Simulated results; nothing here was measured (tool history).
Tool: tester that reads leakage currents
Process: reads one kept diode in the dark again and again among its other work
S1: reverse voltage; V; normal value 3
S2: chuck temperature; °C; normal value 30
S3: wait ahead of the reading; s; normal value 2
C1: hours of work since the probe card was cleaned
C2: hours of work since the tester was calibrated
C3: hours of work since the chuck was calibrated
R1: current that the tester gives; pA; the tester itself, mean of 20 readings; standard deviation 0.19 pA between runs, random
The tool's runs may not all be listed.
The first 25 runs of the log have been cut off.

| run | hour | S1 | S2 | S3 | C1 | C2 | C3 | R1 |
|---|---|---|---|---|---|---|---|---|
| 26 | 4780.8 | 2.11 | 22 | 1.12 | 345 | 2656 | 313 | 29.99 |
| 27 | 4989.9 | 4.75 | 32 | 2.05 | 495 | 2805 | 462 | 91.07 |
| 28 | 5228.6 | 4.75 | 32 | 2.05 | 665 | 2976 | 632 | 92.54 |
|  | 5305.1 | chuck's temperature calibrated |
| 29 | 5416.3 | 4.75 | 32 | 2.05 | 797 | 3108 | 79 | 86.68 |
| 30 | 5621.8 | 1.31 | 27 | 0.94 | 944 | 3255 | 226 | 36.05 |
| 31 | 5814.7 | 1.31 | 27 | 0.94 | 1082 | 3392 | 364 | 36.58 |
| 32 | 5938.2 | 6.35 | 22 | 3.92 | 1170 | 3480 | 452 | 51.96 |
| 33 | 6097.9 | 6.35 | 22 | 3.92 | 1283 | 3594 | 566 | 53.03 |
| 34 | 6216.2 | 6.35 | 22 | 3.92 | 1368 | 3679 | 650 | 53.85 |
|  | 6272.2 | chuck's temperature calibrated |
| 35 | 6411.3 | 3 | 30 | 4.76 | 1506 | 3816 | 99 | 62.03 |
| 36 | 6548.6 | 3 | 30 | 4.76 | 1604 | 3914 | 197 | 62.9 |
| 37 | 6731.1 | 9.85 | 53 | 4.76 | 1734 | 4045 | 327 | 496.9 |
| 38 | 6937.9 | 9.85 | 31 | 4.33 | 1881 | 4192 | 475 | 120.49 |

Below are 3 alternative next runs, each starting from the tool's condition after run 38. Predict each:
|  | 7004.5 | tester calibrated |
| A | 7099.7 | 3 | 24 | 2 | 1995 | 68 | 589 | ? |
|  | 7004.5 | tester calibrated |
| B | 7099.7 | 3 | 38 | 6.41 | 1995 | 68 | 589 | ? |
|  | 7004.5 | tester calibrated |
| C | 7099.7 | 14.95 | 30 | 2 | 1995 | 68 | 589 | ? |

| run | R1 |
|---|---|
| A | 45.28 |
| B | 118.95 |
| C | 147.02 |
What these runs would have given with no unlogged condition in the tool:
| run | R1 |
|---|---|
| A | 38.2 |
| B | 107.09 |
| C | 117.94 |
